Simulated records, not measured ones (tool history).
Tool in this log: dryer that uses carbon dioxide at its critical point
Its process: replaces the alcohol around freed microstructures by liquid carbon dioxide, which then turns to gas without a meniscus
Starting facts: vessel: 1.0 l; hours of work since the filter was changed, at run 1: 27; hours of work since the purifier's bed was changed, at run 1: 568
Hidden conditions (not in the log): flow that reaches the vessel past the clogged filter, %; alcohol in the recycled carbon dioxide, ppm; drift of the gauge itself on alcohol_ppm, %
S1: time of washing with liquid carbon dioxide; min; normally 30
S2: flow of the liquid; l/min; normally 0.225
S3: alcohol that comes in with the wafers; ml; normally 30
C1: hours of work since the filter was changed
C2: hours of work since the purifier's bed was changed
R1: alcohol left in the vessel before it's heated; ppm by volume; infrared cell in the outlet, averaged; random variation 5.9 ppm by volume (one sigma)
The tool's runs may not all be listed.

| run | hour | S1 | S2 | S3 | C1 | C2 | R1 |
|---|---|---|---|---|---|---|---|
| 1 | 0 | 30 | 0.225 | 30 | 27 | 568 | 375 |
| 2 | 14.4 | 30 | 0.225 | 30 | 38 | 579 | 396 |
| 3 | 32.3 | 23 | 0.225 | 30 | 52 | 593 | 890 |
| 4 | 41.9 | 23 | 0.225 | 30 | 59 | 601 | 913 |
| 5 | 55.1 | 30 | 0.225 | 41 | 69 | 611 | 499 |
| 6 | 74.4 | 24 | 0.225 | 41 | 85 | 626 | 1066 |
| 7 | 94.8 | 24 | 0.225 | 41 | 100 | 642 | 1100 |
| 8 | 110.2 | 36 | 0.269 | 83 | 112 | 654 | 286 |
| 9 | 126 | 36 | 0.269 | 83 | 125 | 666 | 302 |
| 10 | 139 | 36 | 0.155 | 73 | 135 | 676 | 1625 |
| 11 | 159.8 | 41 | 0.18 | 69 | 151 | 692 | 594 |

Forecast run 12:
| 12 | 176.9 | 23 | 0.238 | 58 | 164 | 705 | ? |

R1: 1618 ppm by volume
On a tool with no hidden condition, and with the same random variation, this run would have come out at R1 1031 ppm by volume.

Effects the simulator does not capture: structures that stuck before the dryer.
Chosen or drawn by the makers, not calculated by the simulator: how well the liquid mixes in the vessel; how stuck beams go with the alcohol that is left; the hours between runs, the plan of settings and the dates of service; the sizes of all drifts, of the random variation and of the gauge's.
